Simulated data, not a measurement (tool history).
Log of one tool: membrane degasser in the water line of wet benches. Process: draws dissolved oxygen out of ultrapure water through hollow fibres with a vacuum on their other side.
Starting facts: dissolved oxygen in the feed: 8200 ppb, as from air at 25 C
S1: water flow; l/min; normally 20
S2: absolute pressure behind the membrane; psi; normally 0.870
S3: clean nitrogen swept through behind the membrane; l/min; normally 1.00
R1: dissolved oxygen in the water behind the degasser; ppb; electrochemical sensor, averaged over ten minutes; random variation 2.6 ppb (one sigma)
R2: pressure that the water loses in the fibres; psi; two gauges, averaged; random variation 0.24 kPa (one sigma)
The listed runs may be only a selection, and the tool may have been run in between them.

run 1 hour=0.0 | S1=20 S2=0.870 S3=1.00 | R1=279.6 R2=8.978
run 2 hour=65.2 | S1=20 S2=0.870 S3=1.36 | R1=248.5 R2=8.934
run 3 hour=176.4 | S1=20 S2=0.870 S3=1.00 | R1=282.2 R2=8.911
run 4 hour=248.5 | S1=20 S2=0.870 S3=1.00 | R1=279.9 R2=8.853
run 5 hour=327.8 | S1=20 S2=0.870 S3=1.00 | R1=283.9 R2=8.936
run 6 hour=438.9 | S1=20 S2=0.870 S3=1.00 | R1=284.0 R2=8.931
run 7 hour=524.3 | S1=20 S2=1.134 S3=1.00 | R1=355.0 R2=8.865
-- hour=537.3 vacuum gauge calibrated
run 8 hour=610.7 | S1=20 S2=1.134 S3=1.00 | R1=365.6 R2=8.931
run 9 hour=691.3 | S1=20 S2=1.134 S3=1.00 | R1=371.2 R2=9.021
run 10 hour=765.9 | S1=20 S2=0.664 S3=0.44 | R1=303.9 R2=8.998
run 11 hour=889.8 | S1=20 S2=1.131 S3=1.95 | R1=270.5 R2=8.953
run 12 hour=1018.5 | S1=20 S2=1.131 S3=1.22 | R1=333.4 R2=8.979
run 13 hour=1145.6 | S1=13 S2=1.919 S3=1.02 | R1=357.8 R2=5.844
run 14 hour=1259.3 | S1=23 S2=0.838 S3=1.77 | R1=295.4 R2=10.364

Consider 5 possible next runs. They are alternatives, not a sequence: every one starts from the tool as it was left by run 14. What does each give?
run A hour=1325.8 | S1=20 S2=0.870 S3=0.84 | R1=? R2=?
run B hour=1325.8 | S1=32 S2=0.870 S3=1.00 | R1=? R2=?
run C hour=1325.8 | S1=29 S2=0.870 S3=0.43 | R1=? R2=?
run D hour=1325.8 | S1=23 S2=0.838 S3=2.52 | R1=? R2=?
run E hour=1325.8 | S1=13 S2=2.110 S3=1.00 | R1=? R2=?

run=A R1=319.8 R2=9.002
run=B R1=571.2 R2=14.375
run=C R1=660.2 R2=13.014
run=D R1=271.3 R2=10.317
run=E R1=401.6 R2=5.852
With the hidden condition removed and each run's random variation left untouched, the same runs would have given:
run=A R1=280.2 R2=8.766
run=B R1=514.1 R2=13.996
run=C R1=588.4 R2=12.670
run=D R1=241.5 R2=10.045
run=E R1=375.9 R2=5.699
